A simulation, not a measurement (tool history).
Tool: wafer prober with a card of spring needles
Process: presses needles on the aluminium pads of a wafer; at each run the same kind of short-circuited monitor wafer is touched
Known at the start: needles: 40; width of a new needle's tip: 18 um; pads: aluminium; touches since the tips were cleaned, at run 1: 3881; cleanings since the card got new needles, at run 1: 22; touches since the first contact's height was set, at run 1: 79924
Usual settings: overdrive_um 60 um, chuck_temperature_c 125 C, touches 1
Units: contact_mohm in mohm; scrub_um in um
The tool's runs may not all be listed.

run   hour  overdrive_um  chuck_temperature_c  touches  touches since the tips were cleaned  cleanings since the card got new needles  touches since the first contact's height was set  contact_mohm  scrub_um
  1      0            60                  125        1                                 3881                                        22                                             79924           258     11.75
      25.1  -- tips cleaned on abrasive film
  2   25.1            60                   45        1                                    0                                        23                                             83425           233     11.76
  3   64.2            60                   45        1                                 5489                                        23                                             88914           237     11.78
      77.5  -- tips cleaned on abrasive film
  4   96.4            60                   45        1                                 2656                                        24                                             93416           232     11.79
     124.4  -- height of the first contact set anew
     130.6  -- tips cleaned on abrasive film
  5  133.4            60                   45        1                                  395                                        25                                              1245           233     11.74
  6  162.5            60                   45        1                                 4471                                        25                                              5321           233     11.74
     182.9  -- tips cleaned on abrasive film
  7  183.6            60                   45        1                                   97                                        26                                              8273           231      11.7
  8  219.6            60                   45        1                                 5143                                        26                                             13319           234     11.69
     234.7  -- tips cleaned on abrasive film
  9  251.1            52                  125        1                                 2305                                        27                                             17720           261     10.16
 10    267            60                  125        1                                 4538                                        27                                             19953           253      11.7
     287.7  -- tips cleaned on abrasive film
 11  305.9            60                  125        1                                 2550                                        28                                             25386           257     11.68
 12  323.3            60                  125        1                                 4991                                        28                                             27827           258     11.68
     340.1  -- tips cleaned on abrasive film
 13  342.4            60                   32        1                                  312                                        29                                             30493           232     11.67
 14  365.7            60                   32        1                                 3589                                        29                                             33770           231     11.65
       393  -- tips cleaned on abrasive film
 15  400.5            60                   32        1                                 1053                                        30                                             38635           226     11.64
 16  438.3            60                   32        1                                 6349                                        30                                             43931           230     11.58
     444.9  -- tips cleaned on abrasive film
 17  477.5            60                   27        1                                 4571                                        31                                             49420           225     11.66
     495.8  -- tips cleaned on abrasive film
 18  515.6            60                   27        1                                 2778                                        32                                             54740           227      11.6
 19  535.8            79                   29        2                                 5613                                        32                                             57575           224     15.29
     547.9  -- tips cleaned on abrasive film
 20  556.6            79                   29        2                                 1223                                        33                                             60483           225     15.29
 21  574.5            43                  125        3                                 3732                                        33                                             62992           263      8.28
     599.1  -- tips cleaned on abrasive film
 22  608.1            49                  125        2                                 1269                                        34                                             67693           257      9.46
 23  628.8            49                  125        2                                 4169                                        34                                             70593           261      9.45
     649.7  -- tips cleaned on abrasive film
 24  661.6            60                   66        2                                 1665                                        35                                             75175           238      11.6
 25  684.4            60                  125        1                                 4863                                        35                                             78373           255     11.57
     702.3  -- tips cleaned on abrasive film
 26  721.5            49                   28        2                                 2692                                        36                                             83567           234      9.39
     754.2  -- tips cleaned on abrasive film
 27  754.5            60                   73        2                                   50                                        37                                             88182           240     11.49
 28  792.3            69                   89        2                                 5349                                        37                                             93481           240     13.23
     805.5  -- tips cleaned on abrasive film
 29  812.5            75                  125        2                                  976                                        38                                             96298           250     14.36
       820  -- height of the first contact set anew
     836.2  -- gauge calibrated
 30  849.6            75                   63        2                                 6138                                        38                                              4146           231     14.74
     858.9  -- tips cleaned on abrasive film
 31  878.5            65                   33        2                                 2751                                        39                                              8189           227     12.73
 32  898.6            65                   33        2                                 5562                                        39                                             11000           229     12.75

3 ways to go on from here, each from the tool as it stands after run 32. What would each give?
     909.7  -- tips cleaned on abrasive film
  A  929.2            60                   33        2                                 2732                                        40                                             15285             ?         ?
     909.7  -- tips cleaned on abrasive film
  B  929.2            41                  125        1                                 2732                                        40                                             15285             ?         ?
     909.7  -- tips cleaned on abrasive film
  C  929.2            50                   33        2                                 2732                                        40                                             15285             ?         ?

run  contact_mohm  scrub_um
  A           231      11.8
  B           265      8.04
  C           232      9.78
Without the tool's hidden state the same runs would have given:
run  contact_mohm  scrub_um
  A           230     11.83
  B           264      8.07
  C           232      9.81
